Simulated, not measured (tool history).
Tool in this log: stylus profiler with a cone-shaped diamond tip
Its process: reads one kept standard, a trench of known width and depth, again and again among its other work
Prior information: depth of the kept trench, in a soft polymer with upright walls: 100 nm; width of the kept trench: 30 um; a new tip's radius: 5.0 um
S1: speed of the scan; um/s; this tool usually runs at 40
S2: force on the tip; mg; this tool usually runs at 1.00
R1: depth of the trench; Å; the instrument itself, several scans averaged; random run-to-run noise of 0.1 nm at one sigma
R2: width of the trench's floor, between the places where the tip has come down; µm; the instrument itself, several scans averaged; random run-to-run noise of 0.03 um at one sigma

Run 1, day 0.000: usual settings. Result: R1 1001.2 Å, R2 27.75 µm.
Run 2, day 0.608: usual settings. Result: R1 1002.6 Å, R2 27.76 µm.
Run 3, day 1.050: usual settings. Result: R1 1001.6 Å, R2 27.80 µm.
Run 4, day 1.750: usual settings. Result: R1 1002.7 Å, R2 27.80 µm.
Run 5, day 2.258: usual settings. Result: R1 1004.8 Å, R2 27.80 µm.
Run 6, day 2.546: usual settings but S2 0.79 mg. Result: R1 1001.4 Å, R2 27.75 µm.
Run 7, day 3.238: usual settings but S2 0.79 mg. Result: R1 1002.6 Å, R2 27.72 µm.
Run 8, day 3.542: usual settings but S2 0.79 mg. Result: R1 1002.5 Å, R2 27.79 µm.
Run 9, day 4.225: usual settings but S2 0.40 mg. Result: R1 1002.2 Å, R2 27.63 µm.
Run 10, day 4.642: usual settings but S2 0.40 mg. Result: R1 1000.3 Å, R2 27.68 µm.
Run 11, day 5.342: usual settings but S2 0.40 mg. Result: R1 1001.1 Å, R2 27.57 µm.
Run 12, day 5.925: usual settings. Result: R1 1002.9 Å, R2 27.78 µm.
Run 13, day 6.388: usual settings but S1 93 um/s. Result: R1 1002.5 Å, R2 27.45 µm.
Run 14, day 6.962: usual settings but S1 93 um/s. Result: R1 1003.3 Å, R2 27.40 µm.
Run 15, day 7.654: usual settings. Result: R1 1003.5 Å, R2 27.79 µm.
Run 16, day 8.246: usual settings. Result: R1 1001.9 Å, R2 27.77 µm.
Run 17, day 8.675: usual settings. Result: R1 1000.7 Å, R2 27.85 µm.
Run 18, day 9.350: usual settings. Result: R1 1003.6 Å, R2 27.73 µm.
Run 19, day 9.938: usual settings. Result: R1 1003.1 Å, R2 27.68 µm.
Run 20, day 10.471: usual settings but S2 1.59 mg. Result: R1 1003.3 Å, R2 27.83 µm.
Run 21, day 10.954: usual settings but S2 2.46 mg. Result: R1 1005.9 Å, R2 27.86 µm.
Run 22, day 11.375: usual settings but S2 2.46 mg. Result: R1 1006.1 Å, R2 27.85 µm.
Run 23, day 12.071: usual settings but S2 2.46 mg. Result: R1 1006.0 Å, R2 27.88 µm.
Run 24, day 12.771: usual settings but S1 26 um/s. Result: R1 1005.3 Å, R2 27.89 µm.
Run 25, day 13.246: usual settings but S1 31 um/s, S2 1.55 mg. Result: R1 1004.1 Å, R2 27.83 µm.
Run 26, day 13.779: usual settings but S1 18 um/s, S2 1.26 mg. Result: R1 1002.7 Å, R2 27.92 µm.
Run 27, day 14.092: usual settings but S2 1.41 mg. Result: R1 1005.0 Å, R2 27.80 µm.
Run 28, day 14.483: usual settings but S1 17 um/s, S2 0.39 mg. Result: R1 1002.3 Å, R2 27.79 µm.
Run 29, day 15.171: usual settings but S1 17 um/s, S2 0.39 mg. Result: R1 1002.9 Å, R2 27.87 µm.
Run 30, day 15.829: usual settings but S1 121 um/s, S2 0.86 mg. Result: R1 1001.9 Å, R2 27.19 µm.
Run 31, day 16.125: usual settings but S1 11 um/s, S2 0.46 mg. Result: R1 1000.7 Å, R2 27.93 µm.
Run 32, day 16.604: usual settings but S1 11 um/s, S2 0.46 mg. Result: R1 1000.0 Å, R2 27.89 µm.
Run 33, day 17.100: usual settings but S1 11 um/s, S2 0.46 mg. Result: R1 1002.7 Å, R2 27.87 µm.
Run 34, day 17.608: usual settings but S1 20 um/s, S2 0.46 mg. Result: R1 1000.2 Å, R2 27.80 µm.
Run 35, day 18.079: usual settings but S1 22 um/s, S2 2.08 mg. Result: R1 1003.8 Å, R2 27.90 µm.
Run 36, day 18.704: usual settings but S1 22 um/s, S2 2.08 mg. Result: R1 1005.0 Å, R2 27.91 µm.
Run 37, day 19.162: usual settings but S1 22 um/s, S2 2.08 mg. Result: R1 1005.3 Å, R2 27.91 µm.
Run 38, day 19.708: usual settings but S1 82 um/s, S2 0.68 mg. Result: R1 1003.1 Å, R2 27.42 µm.
Run 39, day 20.400: usual settings but S1 45 um/s, S2 0.41 mg. Result: R1 1000.7 Å, R2 27.54 µm.
Run 40, day 21.000: usual settings but S1 17 um/s, S2 1.01 mg. Result: R1 1002.8 Å, R2 27.93 µm.
Run 41, day 21.667: usual settings but S1 17 um/s, S2 1.01 mg. Result: R1 1004.1 Å, R2 27.91 µm.
Run 42, day 22.117: usual settings but S1 66 um/s, S2 1.78 mg. Result: R1 1004.0 Å, R2 27.67 µm.
Run 43, day 22.800: usual settings but S1 66 um/s, S2 1.78 mg. Result: R1 1004.8 Å, R2 27.71 µm.
Run 44, day 23.250: usual settings but S1 66 um/s, S2 1.78 mg. Result: R1 1002.8 Å, R2 27.72 µm.
Run 45, day 23.917: usual settings but S1 66 um/s, S2 1.78 mg. Result: R1 1004.5 Å, R2 27.71 µm.
Run 46, day 24.425: usual settings but S1 90 um/s, S2 0.80 mg. Result: R1 1004.8 Å, R2 27.36 µm.

Forecast each of these 4 alternatives for the next run:
Run A, day 24.821: usual settings but S1 71 um/s, S2 2.32 mg. Result: R1 ?, R2 ?.
Run B, day 24.821: usual settings but S1 46 um/s, S2 1.49 mg. Result: R1 ?, R2 ?.
Run C, day 24.821: usual settings but S1 24 um/s, S2 1.59 mg. Result: R1 ?, R2 ?.
Run D, day 24.821: usual settings but S1 42 um/s, S2 1.70 mg. Result: R1 ?, R2 ?.

run      R1     R2
  A  1006.0  27.75
  B  1005.8  27.80
  C  1002.0  27.89
  D  1005.6  27.83
Take away the tool's hidden state, keep each run's random variation, and the runs would have read:
run      R1     R2
  A  1005.9  27.76
  B  1005.7  27.80
  C  1002.0  27.89
  D  1005.6  27.83
